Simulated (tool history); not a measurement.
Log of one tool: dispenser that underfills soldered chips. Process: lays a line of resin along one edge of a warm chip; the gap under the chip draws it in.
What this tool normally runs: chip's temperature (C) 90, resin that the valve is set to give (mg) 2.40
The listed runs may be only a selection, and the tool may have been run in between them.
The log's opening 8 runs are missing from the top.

run,hour,chip's temperature (C),resin that the valve is set to give (mg),time until the resin shows at the far edge (s),resin that the valve gave (mg)
# hour 102.7: new syringe of resin
9,109.2,100,2.40,30.8,2.37
# hour 110.7: new syringe of resin
# hour 118.6: new syringe of resin
10,124.7,90,2.40,45.0,2.34
# hour 125.9: new syringe of resin
# hour 133.6: new syringe of resin
# hour 141.0: new syringe of resin
11,141.8,90,2.40,33.7,2.34
# hour 149.0: new syringe of resin
# hour 156.3: new syringe of resin
12,156.3,90,2.40,33.5,2.32
# hour 164.7: new syringe of resin
13,168.6,83,2.40,53.8,2.29
# hour 172.9: new syringe of resin
# hour 180.2: new syringe of resin
14,185.9,90,2.40,43.1,2.30
# hour 187.5: new syringe of resin
15,193.2,90,2.40,43.4,2.26
# hour 195.5: new syringe of resin
# hour 203.6: new syringe of resin
16,210.4,90,2.40,46.5,2.26
# hour 211.8: new syringe of resin
# hour 219.7: new syringe of resin
17,221.6,87,2.75,39.4,2.55
# hour 228.2: new syringe of resin
18,231.4,86,2.72,43.7,2.55
# hour 235.4: new syringe of resin
# hour 243.3: new syringe of resin
# hour 246.9: dispensing valve cleaned and set on the balance
19,248.8,82,2.69,54.1,2.70
# hour 252.8: new syringe of resin
# hour 261.4: new syringe of resin
20,261.8,97,2.29,25.7,2.28
# hour 269.4: new syringe of resin
21,272.4,94,2.97,32.2,2.94
# hour 277.3: new syringe of resin
# hour 284.9: new syringe of resin
22,285.5,94,2.97,27.5,2.91
# hour 292.7: new syringe of resin
# hour 293.7: stage's temperature calibrated
23,296.0,94,2.97,36.0,2.90
# hour 301.5: new syringe of resin
# hour 309.6: new syringe of resin
24,310.0,94,2.97,33.3,2.89
# hour 317.5: new syringe of resin
25,318.4,94,2.97,33.1,2.86
# hour 324.8: new syringe of resin
# hour 332.4: new syringe of resin
26,334.9,94,2.97,37.0,2.83
# hour 340.1: new syringe of resin
27,346.2,94,2.97,44.5,2.84
# hour 347.7: new syringe of resin
# hour 355.4: new syringe of resin
28,360.8,90,2.67,52.1,2.53
# hour 363.8: new syringe of resin
# hour 371.3: new syringe of resin
29,371.3,90,2.67,37.6,2.53
# hour 378.7: new syringe of resin
# hour 386.1: new syringe of resin
30,386.1,87,2.52,42.7,2.38
# hour 394.8: new syringe of resin
31,395.4,87,2.52,43.7,2.33
# hour 402.6: new syringe of resin
32,404.7,86,2.08,52.3,1.89

Consider 4 possible next runs. They are alternatives, not a sequence: every one starts from the tool as it was left by run 32. What does each give?
# hour 409.7: dispensing valve cleaned and set on the balance
# hour 412.1: new syringe of resin
# hour 419.3: new syringe of resin
A,422.9,94,3.06,?,?
# hour 409.7: dispensing valve cleaned and set on the balance
# hour 412.1: new syringe of resin
# hour 419.3: new syringe of resin
B,422.9,78,2.91,?,?
# hour 409.7: dispensing valve cleaned and set on the balance
# hour 412.1: new syringe of resin
# hour 419.3: new syringe of resin
C,422.9,98,2.38,?,?
# hour 409.7: dispensing valve cleaned and set on the balance
# hour 412.1: new syringe of resin
# hour 419.3: new syringe of resin
D,422.9,95,2.40,?,?

run,time until the resin shows at the far edge (s),resin that the valve gave (mg)
A,37.3,3.06
B,74.3,2.89
C,33.6,2.35
D,38.1,2.39
With the hidden condition removed and each run's random variation left untouched, the same runs would have given:
run,time until the resin shows at the far edge (s),resin that the valve gave (mg)
A,31.2,3.08
B,62.4,2.91
C,28.2,2.37
D,31.9,2.41
